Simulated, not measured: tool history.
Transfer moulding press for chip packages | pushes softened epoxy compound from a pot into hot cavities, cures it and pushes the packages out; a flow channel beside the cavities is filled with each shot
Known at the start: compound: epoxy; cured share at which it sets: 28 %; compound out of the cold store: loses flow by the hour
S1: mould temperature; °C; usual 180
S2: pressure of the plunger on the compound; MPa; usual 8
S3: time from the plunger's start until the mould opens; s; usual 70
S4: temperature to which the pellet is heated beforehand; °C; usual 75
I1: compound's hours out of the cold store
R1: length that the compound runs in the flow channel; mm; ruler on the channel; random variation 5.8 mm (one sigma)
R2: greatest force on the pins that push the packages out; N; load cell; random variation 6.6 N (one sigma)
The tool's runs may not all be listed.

Run 1, day 0: usual settings; I1 13.6. Result: R1 654 mm, R2 285 N.
At day 1.7: cavities cleaned with cleaning compound and waxed.
Run 2, day 3.2: usual settings but S2 9.1 MPa; I1 29.3. Result: R1 649 mm, R2 382 N.
At day 3.733: cavities cleaned with cleaning compound and waxed.
At day 5.95: cavities cleaned with cleaning compound and waxed.
Run 3, day 6.871: usual settings but S2 9.1 MPa; I1 10.5. Result: R1 676 mm, R2 329 N.
At day 7.775: mould's thermocouples calibrated.
At day 8.1: cavities cleaned with cleaning compound and waxed.
At day 10.142: cavities cleaned with cleaning compound and waxed.
Run 4, day 10.425: usual settings but S2 9.1 MPa; I1 19.2. Result: R1 641 mm, R2 277 N.
At day 12.283: plunger's sealing rings changed.
At day 12.346: cavities cleaned with cleaning compound and waxed.
At day 13.05: cavities cleaned with cleaning compound and waxed, once more.
Run 5, day 13.604: usual settings but S2 9.1 MPa; I1 36.4. Result: R1 642 mm, R2 283 N.
At day 15.175: cavities cleaned with cleaning compound and waxed.
Run 6, day 15.646: usual settings but S2 9.1 MPa; I1 23.2. Result: R1 669 mm, R2 302 N.
At day 17.433: cavities cleaned with cleaning compound and waxed.
Run 7, day 19.275: usual settings but S2 9.1 MPa; I1 8. Result: R1 681 mm, R2 355 N.
At day 19.492: cavities cleaned with cleaning compound and waxed.
At day 21.704: cavities cleaned with cleaning compound and waxed.
Run 8, day 21.758: usual settings but S2 6.79 MPa; I1 9.2. Result: R1 582 mm, R2 260 N.
At day 23.754: cavities cleaned with cleaning compound and waxed.
Run 9, day 24.379: usual settings but S2 6.79 MPa; I1 41.8. Result: R1 507 mm, R2 278 N.
At day 24.983: plunger's sealing rings changed.
At day 25.921: cavities cleaned with cleaning compound and waxed.
Run 10, day 27.579: usual settings but S2 6.79 MPa; I1 15.1. Result: R1 600 mm, R2 339 N.
At day 28.112: cavities cleaned with cleaning compound and waxed.
At day 30.2: cavities cleaned with cleaning compound and waxed.
At day 30.517: mould's thermocouples calibrated.
Run 11, day 31.329: usual settings but S2 6.79 MPa; I1 16.4. Result: R1 587 mm, R2 329 N.
At day 32.338: cavities cleaned with cleaning compound and waxed.
Run 12, day 33.329: usual settings but S4 77 °C; I1 47.9. Result: R1 559 mm, R2 307 N.
At day 34.471: cavities cleaned with cleaning compound and waxed.
Run 13, day 36.221: usual settings; I1 27. Result: R1 584 mm, R2 357 N.
At day 36.521: cavities cleaned with cleaning compound and waxed.
At day 37.529: plunger's sealing rings changed.
At day 38.704: cavities cleaned with cleaning compound and waxed.
Run 14, day 38.975: usual settings; I1 14.2. Result: R1 661 mm, R2 307 N.
At day 40.746: cavities cleaned with cleaning compound and waxed.
Run 15, day 41.733: usual settings but S2 7.66 MPa, S4 72 °C; I1 34.8. Result: R1 584 mm, R2 321 N.
At day 42.804: cavities cleaned with cleaning compound and waxed.
Run 16, day 43.588: usual settings but S2 9.24 MPa, S3 54 s, S4 70 °C; I1 33.6. Result: R1 632 mm, R2 567 N.
At day 44.796: cavities cleaned with cleaning compound and waxed.
Run 17, day 45.275: usual settings but S2 8.28 MPa, S3 59 s, S4 66 °C; I1 35.7. Result: R1 587 mm, R2 446 N.
At day 46.783: cavities cleaned with cleaning compound and waxed.
Run 18, day 47.596: usual settings but S2 8.28 MPa, S3 59 s, S4 66 °C; I1 28.4. Result: R1 608 mm, R2 484 N.
At day 48.788: cavities cleaned with cleaning compound and waxed.
At day 50.075: plunger's sealing rings changed.
At day 51.146: cavities cleaned with cleaning compound and waxed.
Run 19, day 51.146: usual settings but S1 187 °C; I1 11.5. Result: R1 645 mm, R2 172 N.
At day 53.217: mould's thermocouples calibrated.
At day 53.279: cavities cleaned with cleaning compound and waxed.
Run 20, day 53.733: usual settings but S1 187 °C; I1 9.5. Result: R1 637 mm, R2 203 N.
At day 55.342: cavities cleaned with cleaning compound and waxed.
Run 21, day 55.854: usual settings but S1 179 °C; I1 12.5. Result: R1 641 mm, R2 353 N.
At day 57.492: cavities cleaned with cleaning compound and waxed.
Run 22, day 58.862: usual settings but S1 179 °C; I1 32.7. Result: R1 587 mm, R2 377 N.
At day 59.633: cavities cleaned with cleaning compound and waxed.
Run 23, day 60.733: usual settings but S1 181 °C, S2 7.87 MPa, S3 60 s; I1 8.8. Result: R1 614 mm, R2 486 N.
At day 61.796: cavities cleaned with cleaning compound and waxed.
At day 62.7: plunger's sealing rings changed.
At day 63.938: cavities cleaned with cleaning compound and waxed.
Run 24, day 64.567: usual settings but S1 181 °C, S2 7.87 MPa, S3 51 s, S4 68 °C; I1 37.4. Result: R1 599 mm, R2 606 N.
At day 66.121: cavities cleaned with cleaning compound and waxed.
Run 25, day 66.446: usual settings but S1 179 °C, S2 6.33 MPa, S3 101 s, S4 66 °C; I1 21.2. Result: R1 549 mm, R2 184 N.

The same runs without the tool's hidden state, with the same run-to-run variation:
The hidden state here: true mould temperature over the reading, C; pressure that reaches the compound, % of what is set; grip of the stained cavities, % over clean ones'; drift of the gauge itself on flow_mm, %; drift of the gauge itself on push_out_n, %.
run   R1   R2
  1  659  264
  2  668  259
  3  712  276
  4  690  267
  5  650  248
  6  686  275
  7  715  277
  8  621  273
  9  551  248
 10  614  270
 11  610  259
 12  589  243
 13  627  264
 14  668  284
 15  602  260
 16  659  477
 17  619  402
 18  651  412
 19  652  174
 20  651  178
 21  664  297
 22  621  285
 23  657  380
 24  607  514
 25  563  164

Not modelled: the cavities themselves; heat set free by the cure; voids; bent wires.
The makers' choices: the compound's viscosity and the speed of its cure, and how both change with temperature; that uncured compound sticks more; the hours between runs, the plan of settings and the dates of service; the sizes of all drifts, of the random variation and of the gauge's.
